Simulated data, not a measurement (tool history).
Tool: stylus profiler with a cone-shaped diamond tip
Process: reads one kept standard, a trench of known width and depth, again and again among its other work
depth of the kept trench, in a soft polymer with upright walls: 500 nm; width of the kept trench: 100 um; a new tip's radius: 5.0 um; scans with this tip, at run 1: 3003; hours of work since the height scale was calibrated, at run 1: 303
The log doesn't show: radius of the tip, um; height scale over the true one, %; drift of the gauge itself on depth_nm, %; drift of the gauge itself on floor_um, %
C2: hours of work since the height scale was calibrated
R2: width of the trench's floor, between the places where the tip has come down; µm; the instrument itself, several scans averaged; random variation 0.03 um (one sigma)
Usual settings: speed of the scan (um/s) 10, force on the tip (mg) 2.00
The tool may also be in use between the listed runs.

run 1 hour=0.0 | speed_of_the_scan_(um/s)=10 force_on_the_tip_(mg)=2.00 | scans_with_this_tip=3003 C2=303 | depth_of_the_trench_(Å)=5072.6 R2=95.18
run 2 hour=14.9 | speed_of_the_scan_(um/s)=10 force_on_the_tip_(mg)=2.00 | scans_with_this_tip=3120 C2=315 | depth_of_the_trench_(Å)=5071.2 R2=95.18
run 3 hour=35.0 | speed_of_the_scan_(um/s)=10 force_on_the_tip_(mg)=2.00 | scans_with_this_tip=3279 C2=331 | depth_of_the_trench_(Å)=5073.3 R2=95.12
run 4 hour=51.7 | speed_of_the_scan_(um/s)=10 force_on_the_tip_(mg)=2.00 | scans_with_this_tip=3410 C2=344 | depth_of_the_trench_(Å)=5075.4 R2=95.10
run 5 hour=61.4 | speed_of_the_scan_(um/s)=10 force_on_the_tip_(mg)=2.00 | scans_with_this_tip=3486 C2=352 | depth_of_the_trench_(Å)=5072.6 R2=95.14
run 6 hour=71.2 | speed_of_the_scan_(um/s)=10 force_on_the_tip_(mg)=0.68 | scans_with_this_tip=3563 C2=359 | depth_of_the_trench_(Å)=5037.7 R2=95.10
run 7 hour=90.7 | speed_of_the_scan_(um/s)=10 force_on_the_tip_(mg)=2.00 | scans_with_this_tip=3716 C2=375 | depth_of_the_trench_(Å)=5072.5 R2=95.09
run 8 hour=112.1 | speed_of_the_scan_(um/s)=10 force_on_the_tip_(mg)=2.00 | scans_with_this_tip=3884 C2=392 | depth_of_the_trench_(Å)=5074.0 R2=95.10
run 9 hour=123.0 | speed_of_the_scan_(um/s)=10 force_on_the_tip_(mg)=2.00 | scans_with_this_tip=3970 C2=400 | depth_of_the_trench_(Å)=5074.5 R2=95.02
run 10 hour=142.2 | speed_of_the_scan_(um/s)=10 force_on_the_tip_(mg)=2.00 | scans_with_this_tip=4121 C2=416 | depth_of_the_trench_(Å)=5076.6 R2=94.99
run 11 hour=161.2 | speed_of_the_scan_(um/s)=10 force_on_the_tip_(mg)=2.00 | scans_with_this_tip=4270 C2=431 | depth_of_the_trench_(Å)=5074.2 R2=95.07
run 12 hour=173.6 | speed_of_the_scan_(um/s)=31 force_on_the_tip_(mg)=2.00 | scans_with_this_tip=4368 C2=441 | depth_of_the_trench_(Å)=5075.1 R2=94.92
run 13 hour=190.0 | speed_of_the_scan_(um/s)=31 force_on_the_tip_(mg)=2.00 | scans_with_this_tip=4496 C2=454 | depth_of_the_trench_(Å)=5076.8 R2=94.89
run 14 hour=211.4 | speed_of_the_scan_(um/s)=23 force_on_the_tip_(mg)=2.00 | scans_with_this_tip=4665 C2=471 | depth_of_the_trench_(Å)=5078.3 R2=94.97
run 15 hour=222.1 | speed_of_the_scan_(um/s)=23 force_on_the_tip_(mg)=2.00 | scans_with_this_tip=4748 C2=479 | depth_of_the_trench_(Å)=5076.5 R2=94.95
run 16 hour=240.3 | speed_of_the_scan_(um/s)=23 force_on_the_tip_(mg)=2.00 | scans_with_this_tip=4892 C2=494 | depth_of_the_trench_(Å)=5077.8 R2=94.90
run 17 hour=256.6 | speed_of_the_scan_(um/s)=23 force_on_the_tip_(mg)=3.02 | scans_with_this_tip=5019 C2=506 | depth_of_the_trench_(Å)=5096.9 R2=94.93
run 18 hour=277.5 | speed_of_the_scan_(um/s)=10 force_on_the_tip_(mg)=1.36 | scans_with_this_tip=5184 C2=523 | depth_of_the_trench_(Å)=5063.0 R2=94.91
run 19 hour=289.5 | speed_of_the_scan_(um/s)=10 force_on_the_tip_(mg)=2.00 | scans_with_this_tip=5278 C2=533 | depth_of_the_trench_(Å)=5076.3 R2=94.94
run 20 hour=302.0 | speed_of_the_scan_(um/s)=16 force_on_the_tip_(mg)=2.00 | scans_with_this_tip=5376 C2=542 | depth_of_the_trench_(Å)=5076.1 R2=94.87
run 21 hour=319.9 | speed_of_the_scan_(um/s)=16 force_on_the_tip_(mg)=2.00 | scans_with_this_tip=5517 C2=557 | depth_of_the_trench_(Å)=5077.4 R2=94.96
run 22 hour=341.4 | speed_of_the_scan_(um/s)=3 force_on_the_tip_(mg)=2.00 | scans_with_this_tip=5686 C2=574 | depth_of_the_trench_(Å)=5076.5 R2=94.89
run 23 hour=353.0 | speed_of_the_scan_(um/s)=3 force_on_the_tip_(mg)=2.00 | scans_with_this_tip=5777 C2=583 | depth_of_the_trench_(Å)=5076.3 R2=94.96
run 24 hour=371.1 | speed_of_the_scan_(um/s)=3 force_on_the_tip_(mg)=2.00 | scans_with_this_tip=5919 C2=597 | depth_of_the_trench_(Å)=5077.0 R2=94.86
run 25 hour=383.6 | speed_of_the_scan_(um/s)=3 force_on_the_tip_(mg)=2.00 | scans_with_this_tip=6017 C2=607 | depth_of_the_trench_(Å)=5077.2 R2=94.90
run 26 hour=398.2 | speed_of_the_scan_(um/s)=3 force_on_the_tip_(mg)=2.00 | scans_with_this_tip=6133 C2=619 | depth_of_the_trench_(Å)=5077.4 R2=94.86
run 27 hour=407.0 | speed_of_the_scan_(um/s)=4 force_on_the_tip_(mg)=2.94 | scans_with_this_tip=6202 C2=626 | depth_of_the_trench_(Å)=5098.4 R2=94.88
run 28 hour=425.8 | speed_of_the_scan_(um/s)=4 force_on_the_tip_(mg)=2.94 | scans_with_this_tip=6349 C2=641 | depth_of_the_trench_(Å)=5096.5 R2=94.87
run 29 hour=443.4 | speed_of_the_scan_(um/s)=24 force_on_the_tip_(mg)=2.93 | scans_with_this_tip=6488 C2=655 | depth_of_the_trench_(Å)=5098.2 R2=94.74
run 30 hour=453.0 | speed_of_the_scan_(um/s)=24 force_on_the_tip_(mg)=2.93 | scans_with_this_tip=6563 C2=662 | depth_of_the_trench_(Å)=5098.5 R2=94.76
run 31 hour=467.5 | speed_of_the_scan_(um/s)=3 force_on_the_tip_(mg)=2.23 | scans_with_this_tip=6677 C2=674 | depth_of_the_trench_(Å)=5083.5 R2=94.85
run 32 hour=481.7 | speed_of_the_scan_(um/s)=3 force_on_the_tip_(mg)=3.83 | scans_with_this_tip=6788 C2=685 | depth_of_the_trench_(Å)=5116.7 R2=94.79
run 33 hour=498.8 | speed_of_the_scan_(um/s)=3 force_on_the_tip_(mg)=3.83 | scans_with_this_tip=6922 C2=698 | depth_of_the_trench_(Å)=5116.4 R2=94.84
run 34 hour=519.6 | speed_of_the_scan_(um/s)=3 force_on_the_tip_(mg)=3.83 | scans_with_this_tip=7086 C2=715 | depth_of_the_trench_(Å)=5117.0 R2=94.78
run 35 hour=538.3 | speed_of_the_scan_(um/s)=4 force_on_the_tip_(mg)=2.12 | scans_with_this_tip=7233 C2=730 | depth_of_the_trench_(Å)=5079.8 R2=94.75
run 36 hour=550.9 | speed_of_the_scan_(um/s)=7 force_on_the_tip_(mg)=2.00 | scans_with_this_tip=7332 C2=740 | depth_of_the_trench_(Å)=5078.3 R2=94.80
run 37 hour=569.4 | speed_of_the_scan_(um/s)=7 force_on_the_tip_(mg)=0.92 | scans_with_this_tip=7477 C2=754 | depth_of_the_trench_(Å)=5049.8 R2=94.74
run 38 hour=584.2 | speed_of_the_scan_(um/s)=33 force_on_the_tip_(mg)=1.57 | scans_with_this_tip=7593 C2=766 | depth_of_the_trench_(Å)=5070.5 R2=94.53
run 39 hour=601.5 | speed_of_the_scan_(um/s)=26 force_on_the_tip_(mg)=3.13 | scans_with_this_tip=7730 C2=780 | depth_of_the_trench_(Å)=5106.0 R2=94.69
run 40 hour=620.0 | speed_of_the_scan_(um/s)=4 force_on_the_tip_(mg)=5.10 | scans_with_this_tip=7875 C2=795 | depth_of_the_trench_(Å)=5139.5 R2=94.65
run 41 hour=630.9 | speed_of_the_scan_(um/s)=8 force_on_the_tip_(mg)=5.06 | scans_with_this_tip=7961 C2=803 | depth_of_the_trench_(Å)=5140.7 R2=94.70
-- hour=639.9 height scale calibrated on a step standard
run 42 hour=646.6 | speed_of_the_scan_(um/s)=8 force_on_the_tip_(mg)=5.06 | scans_with_this_tip=8080 C2=5 | depth_of_the_trench_(Å)=5124.5 R2=94.65
run 43 hour=662.0 | speed_of_the_scan_(um/s)=8 force_on_the_tip_(mg)=5.06 | scans_with_this_tip=8201 C2=17 | depth_of_the_trench_(Å)=5127.2 R2=94.63
run 44 hour=670.9 | speed_of_the_scan_(um/s)=8 force_on_the_tip_(mg)=5.06 | scans_with_this_tip=8271 C2=25 | depth_of_the_trench_(Å)=5129.9 R2=94.63
run 45 hour=680.2 | speed_of_the_scan_(um/s)=4 force_on_the_tip_(mg)=3.64 | scans_with_this_tip=8344 C2=32 | depth_of_the_trench_(Å)=5101.9 R2=94.69
run 46 hour=690.4 | speed_of_the_scan_(um/s)=4 force_on_the_tip_(mg)=3.64 | scans_with_this_tip=8424 C2=40 | depth_of_the_trench_(Å)=5103.5 R2=94.62
run 47 hour=707.1 | speed_of_the_scan_(um/s)=37 force_on_the_tip_(mg)=1.33 | scans_with_this_tip=8556 C2=53 | depth_of_the_trench_(Å)=5056.1 R2=94.42
run 48 hour=724.8 | speed_of_the_scan_(um/s)=37 force_on_the_tip_(mg)=1.33 | scans_with_this_tip=8694 C2=67 | depth_of_the_trench_(Å)=5052.4 R2=94.36

3 ways to go on from here, each from the tool as it stands after run 48. What would each give?
run A hour=737.4 | speed_of_the_scan_(um/s)=6 force_on_the_tip_(mg)=4.90 | scans_with_this_tip=8794 C2=77 | depth_of_the_trench_(Å)=? R2=?
run B hour=737.4 | speed_of_the_scan_(um/s)=4 force_on_the_tip_(mg)=5.48 | scans_with_this_tip=8794 C2=77 | depth_of_the_trench_(Å)=? R2=?
run C hour=737.4 | speed_of_the_scan_(um/s)=3 force_on_the_tip_(mg)=4.20 | scans_with_this_tip=8794 C2=77 | depth_of_the_trench_(Å)=? R2=?

run=A depth_of_the_trench_(Å)=5126.7 R2=94.66
run=B depth_of_the_trench_(Å)=5135.5 R2=94.63
run=C depth_of_the_trench_(Å)=5115.9 R2=94.61
Without the tool's hidden state the same runs would have given:
run=A depth_of_the_trench_(Å)=5125.4 R2=95.67
run=B depth_of_the_trench_(Å)=5134.2 R2=95.64
run=C depth_of_the_trench_(Å)=5114.6 R2=95.62
